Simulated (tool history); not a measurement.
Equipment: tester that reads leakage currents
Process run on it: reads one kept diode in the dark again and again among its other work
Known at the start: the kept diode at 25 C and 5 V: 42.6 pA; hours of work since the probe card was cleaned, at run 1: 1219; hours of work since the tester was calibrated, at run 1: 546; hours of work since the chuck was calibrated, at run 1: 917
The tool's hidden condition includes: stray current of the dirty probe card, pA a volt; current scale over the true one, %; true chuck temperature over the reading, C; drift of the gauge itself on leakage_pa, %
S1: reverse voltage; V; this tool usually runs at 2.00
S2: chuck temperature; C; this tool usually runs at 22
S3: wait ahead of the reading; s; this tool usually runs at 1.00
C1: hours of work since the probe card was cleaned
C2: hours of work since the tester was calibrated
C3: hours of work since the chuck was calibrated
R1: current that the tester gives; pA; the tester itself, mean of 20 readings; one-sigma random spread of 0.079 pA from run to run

run	hour	S1	S2	S3	C1	C2	C3	R1
1	0.0	2.00	22	1.00	1219	546	917	17.81
2	33.8	2.00	22	1.00	1236	563	934	17.74
3	62.7	2.00	22	1.00	1250	577	948	17.93
4	87.9	2.00	22	1.00	1263	590	961	17.83
5	118.9	2.00	22	1.29	1278	605	976	17.65
6	148.8	2.00	22	1.29	1293	620	991	17.64
7	182.1	2.00	22	1.29	1310	637	1008	17.53
8	211.5	2.00	22	1.29	1324	651	1022	17.59
9	227.9	10.27	22	3.77	1333	660	1031	45.48
10	262.3	2.00	22	0.71	1350	677	1048	17.76
11	292.5	2.00	37	2.13	1365	692	1063	58.20
12	308.9	2.00	37	2.13	1373	700	1071	57.52
13	332.7	2.00	32	8.17	1385	712	1083	38.84
14	351.5	2.47	43	9.69	1394	721	1092	102.21
15	384.2	2.57	30	0.65	1410	737	1108	38.49
16	413.7	2.57	30	0.65	1425	752	1123	38.52

5 ways to go on from here, each from the tool as it stands after run 16. What would each give?
A	445.4	13.66	50	1.06	1441	768	1139	?
B	445.4	2.58	36	1.48	1441	768	1139	?
C	445.4	1.28	22	4.58	1441	768	1139	?
D	445.4	2.57	30	0.53	1441	768	1139	?
E	445.4	2.57	33	0.65	1441	768	1139	?

run	R1
A	441.24
B	61.10
C	13.25
D	38.34
E	48.71
Take away the tool's hidden state, keep each run's random variation, and the runs would have read:
run	R1
A	513.02
B	71.86
C	15.55
D	44.90
E	57.21
